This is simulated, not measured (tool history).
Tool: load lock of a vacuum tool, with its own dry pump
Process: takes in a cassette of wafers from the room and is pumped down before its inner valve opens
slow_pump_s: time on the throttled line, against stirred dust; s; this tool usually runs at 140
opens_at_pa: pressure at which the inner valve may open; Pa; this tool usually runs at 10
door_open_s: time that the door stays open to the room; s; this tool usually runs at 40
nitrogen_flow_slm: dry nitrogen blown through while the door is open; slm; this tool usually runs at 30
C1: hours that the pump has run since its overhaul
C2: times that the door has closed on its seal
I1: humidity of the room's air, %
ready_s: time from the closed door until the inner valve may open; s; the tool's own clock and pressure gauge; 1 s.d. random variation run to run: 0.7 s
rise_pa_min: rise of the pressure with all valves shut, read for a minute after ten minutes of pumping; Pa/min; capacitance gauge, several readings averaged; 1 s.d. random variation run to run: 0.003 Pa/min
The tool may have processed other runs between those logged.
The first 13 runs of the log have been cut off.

Run 14, hour 1303: usual settings; C1 5192; C2 43036; I1 47.4. Result: ready_s 225.8 s, rise_pa_min 0.417 Pa/min.
Run 15, hour 1377.4: usual settings but opens_at_pa 12 Pa; C1 5267; C2 43292; I1 50. Result: ready_s 224.1 s, rise_pa_min 0.426 Pa/min.
Run 16, hour 1471.8: usual settings but opens_at_pa 12 Pa; C1 5361; C2 43617; I1 45.4. Result: ready_s 224.6 s, rise_pa_min 0.424 Pa/min.
Run 17, hour 1545.7: usual settings; C1 5435; C2 43872; I1 46.8. Result: ready_s 226 s, rise_pa_min 0.433 Pa/min.
Run 18, hour 1642.6: usual settings; C1 5532; C2 44205; I1 42.1. Result: ready_s 227 s, rise_pa_min 0.438 Pa/min.
Run 19, hour 1700.8: usual settings but opens_at_pa 15 Pa; C1 5590; C2 44406; I1 43.9. Result: ready_s 221.3 s, rise_pa_min 0.44 Pa/min.
Run 20, hour 1776.5: usual settings but slow_pump_s 208 s, door_open_s 215 s, nitrogen_flow_slm 19 slm; C1 5666; C2 44666; I1 43.2. Result: ready_s 285.8 s, rise_pa_min 0.464 Pa/min.
Run 21, hour 1880.5: usual settings but slow_pump_s 208 s, door_open_s 215 s, nitrogen_flow_slm 19 slm; C1 5770; C2 45024; I1 45.3. Result: ready_s 286.9 s, rise_pa_min 0.475 Pa/min.
Run 22, hour 1988.7: usual settings but slow_pump_s 208 s, opens_at_pa 8 Pa, door_open_s 147 s, nitrogen_flow_slm 19 slm; C1 5878; C2 45397; I1 43.4. Result: ready_s 289.6 s, rise_pa_min 0.462 Pa/min.
Run 23, hour 2115.1: usual settings but slow_pump_s 208 s, opens_at_pa 8 Pa, door_open_s 147 s, nitrogen_flow_slm 19 slm; C1 6004; C2 45832; I1 48.9. Result: ready_s 288.1 s, rise_pa_min 0.474 Pa/min.
Run 24, hour 2188.1: usual settings but slow_pump_s 208 s, opens_at_pa 8 Pa, door_open_s 147 s, nitrogen_flow_slm 19 slm; C1 6077; C2 46084; I1 46.4. Result: ready_s 286.6 s, rise_pa_min 0.487 Pa/min.
Run 25, hour 2245.6: usual settings but door_open_s 141 s, nitrogen_flow_slm 21 slm; C1 6135; C2 46282; I1 42.2. Result: ready_s 226.6 s, rise_pa_min 0.478 Pa/min.
Run 26, hour 2379.1: usual settings but slow_pump_s 135 s, opens_at_pa 7 Pa, door_open_s 141 s, nitrogen_flow_slm 20 slm; C1 6268; C2 46742; I1 45.8. Result: ready_s 226.8 s, rise_pa_min 0.493 Pa/min.
Run 27, hour 2461.5: usual settings but slow_pump_s 146 s, opens_at_pa 18 Pa, door_open_s 81 s; C1 6351; C2 47025; I1 40.2. Result: ready_s 225.7 s, rise_pa_min 0.499 Pa/min.
Run 28, hour 2553.4: usual settings but opens_at_pa 12 Pa, nitrogen_flow_slm 24 slm; C1 6443; C2 47342; I1 41.1. Result: ready_s 224.8 s, rise_pa_min 0.494 Pa/min.
Run 29, hour 2652.2: usual settings but opens_at_pa 12 Pa, door_open_s 189 s, nitrogen_flow_slm 5 slm; C1 6541; C2 47682; I1 45. Result: ready_s 226.9 s, rise_pa_min 0.538 Pa/min.
Run 30, hour 2714.3: usual settings but door_open_s 36 s, nitrogen_flow_slm 11 slm; C1 6603; C2 47896; I1 44.2. Result: ready_s 227.8 s, rise_pa_min 0.494 Pa/min.
Run 31, hour 2844.1: usual settings but door_open_s 36 s, nitrogen_flow_slm 11 slm; C1 6733; C2 48343; I1 44.6. Result: ready_s 227.4 s, rise_pa_min 0.509 Pa/min.
Run 32, hour 2965.4: usual settings but door_open_s 36 s, nitrogen_flow_slm 11 slm; C1 6854; C2 48761; I1 45.4. Result: ready_s 227.2 s, rise_pa_min 0.528 Pa/min.
Run 33, hour 3074.1: usual settings but slow_pump_s 235 s, door_open_s 36 s, nitrogen_flow_slm 24 slm; C1 6963; C2 49135; I1 43.4. Result: ready_s 310.1 s, rise_pa_min 0.526 Pa/min.
Run 34, hour 3142.4: usual settings but slow_pump_s 109 s, opens_at_pa 12 Pa, door_open_s 217 s, nitrogen_flow_slm 24 slm; C1 7032; C2 49370; I1 45.1. Result: ready_s 198.9 s, rise_pa_min 0.545 Pa/min.
Run 35, hour 3221.2: usual settings but nitrogen_flow_slm 24 slm; C1 7110; C2 49642; I1 45.8. Result: ready_s 228.2 s, rise_pa_min 0.534 Pa/min.
Run 36, hour 3323.8: usual settings but slow_pump_s 118 s, opens_at_pa 17 Pa, door_open_s 73 s, nitrogen_flow_slm 29 slm; C1 7213; C2 49995; I1 47.8. Result: ready_s 201.7 s, rise_pa_min 0.545 Pa/min.
Run 37, hour 3381.9: usual settings but slow_pump_s 118 s, opens_at_pa 17 Pa, door_open_s 73 s, nitrogen_flow_slm 29 slm; C1 7271; C2 50195; I1 44.6. Result: ready_s 202 s, rise_pa_min 0.548 Pa/min.
Run 38, hour 3455.2: usual settings but opens_at_pa 19 Pa; C1 7344; C2 50447; I1 45.4. Result: ready_s 218.9 s, rise_pa_min 0.541 Pa/min.

Branching from run 38: 3 alternative next runs. What would each branch give?
Run A, hour 3563.1: usual settings but opens_at_pa 18 Pa, door_open_s 38 s, nitrogen_flow_slm 6 slm; C1 7452; C2 50819; I1 45.3. Result: ready_s ?, rise_pa_min ?.
Run B, hour 3563.1: usual settings but opens_at_pa 12 Pa; C1 7452; C2 50819; I1 46. Result: ready_s ?, rise_pa_min ?.
Run C, hour 3563.1: usual settings but slow_pump_s 100 s, opens_at_pa 19 Pa, nitrogen_flow_slm 5 slm; C1 7452; C2 50819; I1 45.6. Result: ready_s ?, rise_pa_min ?.

run  ready_s  rise_pa_min
  A    221.2        0.571
  B    225.6        0.555
  C    185.3         0.57
The same runs, with their run-to-run variation unchanged, on a tool lacking any hidden condition would have given:
run  ready_s  rise_pa_min
  A    218.2        0.015
  B    222.5        0.003
  C    182.4        0.026
